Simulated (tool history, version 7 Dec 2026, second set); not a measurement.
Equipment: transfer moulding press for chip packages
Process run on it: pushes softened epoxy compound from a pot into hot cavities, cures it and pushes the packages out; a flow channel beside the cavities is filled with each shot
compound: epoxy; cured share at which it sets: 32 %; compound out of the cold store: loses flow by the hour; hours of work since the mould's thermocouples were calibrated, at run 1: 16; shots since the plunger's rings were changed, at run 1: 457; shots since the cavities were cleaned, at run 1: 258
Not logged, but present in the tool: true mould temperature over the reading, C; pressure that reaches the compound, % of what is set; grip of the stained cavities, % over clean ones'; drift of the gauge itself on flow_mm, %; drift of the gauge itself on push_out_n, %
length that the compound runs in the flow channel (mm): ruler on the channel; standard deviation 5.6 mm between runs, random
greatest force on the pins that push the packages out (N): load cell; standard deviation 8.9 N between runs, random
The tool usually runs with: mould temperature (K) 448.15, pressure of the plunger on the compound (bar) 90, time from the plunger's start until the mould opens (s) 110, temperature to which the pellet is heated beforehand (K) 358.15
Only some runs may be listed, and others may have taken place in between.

run	day	mould temperature (K)	pressure of the plunger on the compound (bar)	time from the plunger's start until the mould opens (s)	temperature to which the pellet is heated beforehand (K)	hours of work since the mould's thermocouples were calibrated	shots since the plunger's rings were changed	shots since the cavities were cleaned	incoming compound's hours out of the cold store	length that the compound runs in the flow channel (mm)	greatest force on the pins that push the packages out (N)
1	0	448.15	90	110	358.15	16	457	258	16.6	593	539
2	0.292	448.15	90	110	358.15	20	526	327	10.3	608	585
3	0.662	448.15	90	110	358.15	25	614	415	12.8	609	582
4	0.879	448.15	90	110	358.15	28	664	465	30.9	585	625
5	1.238	448.15	109.2	110	358.15	33	750	551	40.6	623	640
6	1.454	449.15	93.7	133	349.15	36	801	602	28.1	589	533
7	1.825	448.15	78.3	140	366.15	41	888	689	27.9	530	567
8	2.146	448.15	78.3	140	366.15	46	965	766	29.2	535	564
9	2.504	448.15	78.3	140	366.15	51	1050	851	24.2	540	600
# day 2.921: cavities cleaned with cleaning compound and waxed
10	2.954	448.15	93.1	110	358.15	57	1141	8	47.4	560	417

Results for each run, recomputed without the tool's hidden state and with each run's random variation untouched:
run	length that the compound runs in the flow channel (mm)	greatest force on the pins that push the packages out (N)
1	598	394
2	615	406
3	617	381
4	593	401
5	632	390
6	598	317
7	540	332
8	545	316
9	550	330
10	572	397

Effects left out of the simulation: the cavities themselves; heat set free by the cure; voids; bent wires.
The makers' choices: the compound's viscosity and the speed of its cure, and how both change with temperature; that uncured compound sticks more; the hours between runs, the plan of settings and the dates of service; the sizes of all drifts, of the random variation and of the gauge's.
